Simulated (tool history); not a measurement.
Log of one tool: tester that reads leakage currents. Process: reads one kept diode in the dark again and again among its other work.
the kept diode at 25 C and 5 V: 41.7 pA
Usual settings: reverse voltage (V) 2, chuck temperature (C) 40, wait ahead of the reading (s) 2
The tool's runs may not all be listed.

run      day  reverse voltage (V)  chuck temperature (C)  wait ahead of the reading (s)  current that the tester gives (pA)
  1        0                    2                     40                              2                               73.57
  2   10.154                    2                     40                              2                               73.57
  3   19.808                    2                     40                              2                               71.99
  4   25.462                    2                     40                              2                               72.68
  5   36.546                    2                     40                              2                               71.83
  6   43.771                    2                     40                              2                               71.48
  7   55.071                    2                     40                           1.67                               80.05
  8   60.321                    2                     40                           1.67                               79.59
  9   69.912                    2                     40                           1.67                               79.14
 10   77.746                    2                     40                           1.67                               78.79
 11   88.442                    2                     40                           1.67                                78.4
 12   93.346                    2                     40                           1.67                               78.33
 13   99.217                    2                     40                           1.67                               77.51
 14  107.392                    2                     40                           1.67                               77.28
 15  113.338                    2                     40                              2                               76.89
 16  124.004                    2                     40                           0.68                               77.28
 17  128.546                    2                     40                           0.68                                77.7
 18  136.971                    2                     40                           0.68                               76.82
 19  143.554                    2                     40                           4.57                               75.49
 20  152.121                    2                     40                              2                               75.61
 21   160.75                 2.09                     47                           6.44                              125.46
 22  169.088                12.44                     47                           4.77                              359.96
 23  178.558                    2                     21                              2                               18.95
 24  189.696                    2                     40                           2.63                                74.2
 25  197.808                 3.68                     40                           2.63                              105.81
 26  206.908                11.23                     43                           4.63                              258.79
 27  216.817                 2.38                     37                           2.15                               68.17
 28  225.629                 4.37                     22                            2.2                               30.47
 29  231.304                 4.42                     43                           5.81                              152.03
 30  242.154                 4.42                     43                           5.81                               151.6
 31  247.392                    2                     44                           0.33                              103.96
 32  255.933                    2                     44                           0.33                              103.54
 33  264.796                14.41                     40                           1.79                              242.58
 34  274.271                 14.4                     33                           2.08                              146.18
 35  283.621                11.99                     27                           5.08                               83.04
 36  290.342                 1.54                     40                           3.17                               64.12
 37  296.992                  1.8                     21                           3.17                               16.68
 38  303.771                  1.8                     51                           3.17                              151.76
 39      313                    2                     23                           0.31                               22.84

Not shown: 4 entries that the log had between the listed runs. Between which runs, and how does the tool's hidden state differ before and after?
Between runs 6 and 7: chuck's temperature calibrated (day 50.862)
  stray current of the dirty probe card, pA a volt: 0.481 -> 0.551; current scale over the true one, %: -0.3 -> -0.36; true chuck temperature over the reading, C: -1.47 -> 0.03
  measured less the result without the state, current that the tester gives (pA): -7.34 -> +0.97
Between runs 25 and 26: probe card cleaned and baked (day 205.521); chuck's temperature calibrated (day 205.604)
  stray current of the dirty probe card, pA a volt: 1.508 -> 0.029; current scale over the true one, %: -1.18 -> -1.23; true chuck temperature over the reading, C: -1.33 -> -0.06
  measured less the result without the state, current that the tester gives (pA): -6.23 -> -4.22
Between runs 28 and 29: tester calibrated (day 230.212)
  stray current of the dirty probe card, pA a volt: 0.148 -> 0.188; current scale over the true one, %: -1.34 -> 0.01; true chuck temperature over the reading, C: -0.24 -> -0.29
  measured less the result without the state, current that the tester gives (pA): -0.44 -> -2.47
